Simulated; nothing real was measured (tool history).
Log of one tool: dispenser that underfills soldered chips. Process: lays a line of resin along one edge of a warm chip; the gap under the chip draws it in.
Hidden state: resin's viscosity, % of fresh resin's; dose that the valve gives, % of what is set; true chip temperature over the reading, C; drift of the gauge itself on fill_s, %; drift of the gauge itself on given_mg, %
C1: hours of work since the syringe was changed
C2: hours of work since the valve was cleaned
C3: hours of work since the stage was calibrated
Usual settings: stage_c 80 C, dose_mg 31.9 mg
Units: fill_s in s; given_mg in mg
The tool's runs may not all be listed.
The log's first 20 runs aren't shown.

{"run": 21, "hour": 77.6, "stage_c": 84, "dose_mg": 27.2, "C1": 7, "C2": 15, "C3": 75, "fill_s": 335.9, "given_mg": 27.08}
{"hour": 79.4, "done": "new syringe of resin"}
{"run": 22, "hour": 82.4, "stage_c": 82, "dose_mg": 27.2, "C1": 2, "C2": 18, "C3": 78, "fill_s": 280.5, "given_mg": 27.07}
{"run": 23, "hour": 85.6, "stage_c": 81, "dose_mg": 38.9, "C1": 4, "C2": 20, "C3": 80, "fill_s": 308.8, "given_mg": 38.62}
{"run": 24, "hour": 87.8, "stage_c": 81, "dose_mg": 38.9, "C1": 6, "C2": 21, "C3": 82, "fill_s": 329.7, "given_mg": 38.53}
{"hour": 91.7, "done": "new syringe of resin"}
{"run": 25, "hour": 91.7, "stage_c": 90, "dose_mg": 40.5, "C1": 0, "C2": 24, "C3": 84, "fill_s": 190, "given_mg": 40.09}
{"run": 26, "hour": 93.9, "stage_c": 90, "dose_mg": 40.5, "C1": 2, "C2": 25, "C3": 86, "fill_s": 206.6, "given_mg": 40.13}
{"run": 27, "hour": 97.7, "stage_c": 90, "dose_mg": 40.5, "C1": 4, "C2": 28, "C3": 88, "fill_s": 227.8, "given_mg": 40.12}
{"run": 28, "hour": 102.5, "stage_c": 90, "dose_mg": 40.5, "C1": 7, "C2": 31, "C3": 91, "fill_s": 270.5, "given_mg": 40.1}
{"hour": 103.9, "done": "new syringe of resin"}
{"run": 29, "hour": 107.6, "stage_c": 90, "dose_mg": 40.5, "C1": 2, "C2": 34, "C3": 95, "fill_s": 215.7, "given_mg": 39.93}
{"run": 30, "hour": 111.1, "stage_c": 90, "dose_mg": 40.5, "C1": 5, "C2": 37, "C3": 97, "fill_s": 240.6, "given_mg": 40}
{"run": 31, "hour": 115.4, "stage_c": 71, "dose_mg": 41.3, "C1": 8, "C2": 40, "C3": 100, "fill_s": 521.3, "given_mg": 40.65}
{"hour": 116.5, "done": "new syringe of resin"}
{"run": 32, "hour": 118.8, "stage_c": 71, "dose_mg": 41.3, "C1": 2, "C2": 42, "C3": 102, "fill_s": 392.1, "given_mg": 40.76}
{"hour": 122.0, "done": "dispensing valve cleaned and set on the balance"}
{"run": 33, "hour": 124.9, "stage_c": 86, "dose_mg": 31.9, "C1": 5, "C2": 2, "C3": 105, "fill_s": 278.5, "given_mg": 31.84}
{"hour": 129.9, "done": "new syringe of resin"}
{"run": 34, "hour": 129.9, "stage_c": 86, "dose_mg": 33, "C1": 0, "C2": 5, "C3": 109, "fill_s": 210.7, "given_mg": 32.89}
{"run": 35, "hour": 132.8, "stage_c": 83, "dose_mg": 33, "C1": 2, "C2": 7, "C3": 110, "fill_s": 266.4, "given_mg": 32.95}

4 ways to go on from here, each from the tool as it stands after run 35. What would each give?
{"run": "A", "hour": 135.3, "stage_c": 89, "dose_mg": 31, "C1": 4, "C2": 9, "C3": 112, "fill_s": "?", "given_mg": "?"}
{"run": "B", "hour": 135.3, "stage_c": 69, "dose_mg": 31.4, "C1": 4, "C2": 9, "C3": 112, "fill_s": "?", "given_mg": "?"}
{"run": "C", "hour": 135.3, "stage_c": 84, "dose_mg": 39.4, "C1": 4, "C2": 9, "C3": 112, "fill_s": "?", "given_mg": "?"}
{"run": "D", "hour": 135.3, "stage_c": 69, "dose_mg": 27.2, "C1": 4, "C2": 9, "C3": 112, "fill_s": "?", "given_mg": "?"}

run=A fill_s=239.7 given_mg=30.84
run=B fill_s=475.6 given_mg=31.3
run=C fill_s=272.6 given_mg=39.18
run=D fill_s=481.8 given_mg=27.1
Without the tool's hidden state the same runs would have given:
run=A fill_s=204.3 given_mg=30.97
run=B fill_s=406.2 given_mg=31.43
run=C fill_s=232.5 given_mg=39.34
run=D fill_s=411.3 given_mg=27.21
